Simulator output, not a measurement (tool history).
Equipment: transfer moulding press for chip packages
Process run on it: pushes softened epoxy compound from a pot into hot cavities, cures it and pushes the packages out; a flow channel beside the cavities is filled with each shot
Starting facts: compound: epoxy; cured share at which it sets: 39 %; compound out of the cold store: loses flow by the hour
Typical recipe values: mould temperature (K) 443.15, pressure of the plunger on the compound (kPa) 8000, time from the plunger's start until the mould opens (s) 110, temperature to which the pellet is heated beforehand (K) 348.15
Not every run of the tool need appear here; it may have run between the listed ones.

run	hour	mould temperature (K)	pressure of the plunger on the compound (kPa)	time from the plunger's start until the mould opens (s)	temperature to which the pellet is heated beforehand (K)	incoming compound's hours out of the cold store	length that the compound runs in the flow channel (mm)	greatest force on the pins that push the packages out (N)
1	0.0	443.15	8000	110	348.15	21.0	646	970
# hour 5.3: cavities cleaned with cleaning compound and waxed
# hour 36.0: plunger's sealing rings changed
# hour 71.4: cavities cleaned with cleaning compound and waxed
2	73.8	443.15	8000	110	348.15	9.2	714	633
3	126.6	443.15	8000	110	356.15	10.0	711	987
# hour 139.4: cavities cleaned with cleaning compound and waxed
4	181.2	443.15	8000	110	343.15	39.8	599	820
# hour 205.8: cavities cleaned with cleaning compound and waxed
5	230.8	443.15	6620	110	348.15	44.7	519	739
# hour 269.9: cavities cleaned with cleaning compound and waxed
# hour 305.0: mould's thermocouples calibrated
6	308.2	443.15	8000	95	342.15	42.6	573	891
# hour 339.2: cavities cleaned with cleaning compound and waxed
7	369.8	443.15	8000	95	342.15	34.8	599	919
# hour 405.6: cavities cleaned with cleaning compound and waxed
8	433.5	443.15	8000	95	342.15	38.2	587	909
# hour 469.1: cavities cleaned with cleaning compound and waxed
# hour 499.2: plunger's sealing rings changed
9	506.9	437.15	8000	110	354.15	36.1	617	1042
# hour 537.7: cavities cleaned with cleaning compound and waxed
10	548.8	437.15	6940	110	354.15	21.1	630	932

Each row is a separate what-if for the run after 10, all from the same tool condition, not one after another. Results?
# hour 602.5: cavities cleaned with cleaning compound and waxed
A	602.5	443.15	8000	123	346.15	14.6	?	?
# hour 602.5: cavities cleaned with cleaning compound and waxed
B	602.5	443.15	8000	139	348.15	36.3	?	?
# hour 602.5: cavities cleaned with cleaning compound and waxed
C	602.5	446.15	6470	114	354.15	26.2	?	?

run	length that the compound runs in the flow channel (mm)	greatest force on the pins that push the packages out (N)
A	688	492
B	603	469
C	570	498
Stripped of hidden state, with their random variation kept, the same runs would have yielded:
run	length that the compound runs in the flow channel (mm)	greatest force on the pins that push the packages out (N)
A	692	477
B	606	459
C	574	484
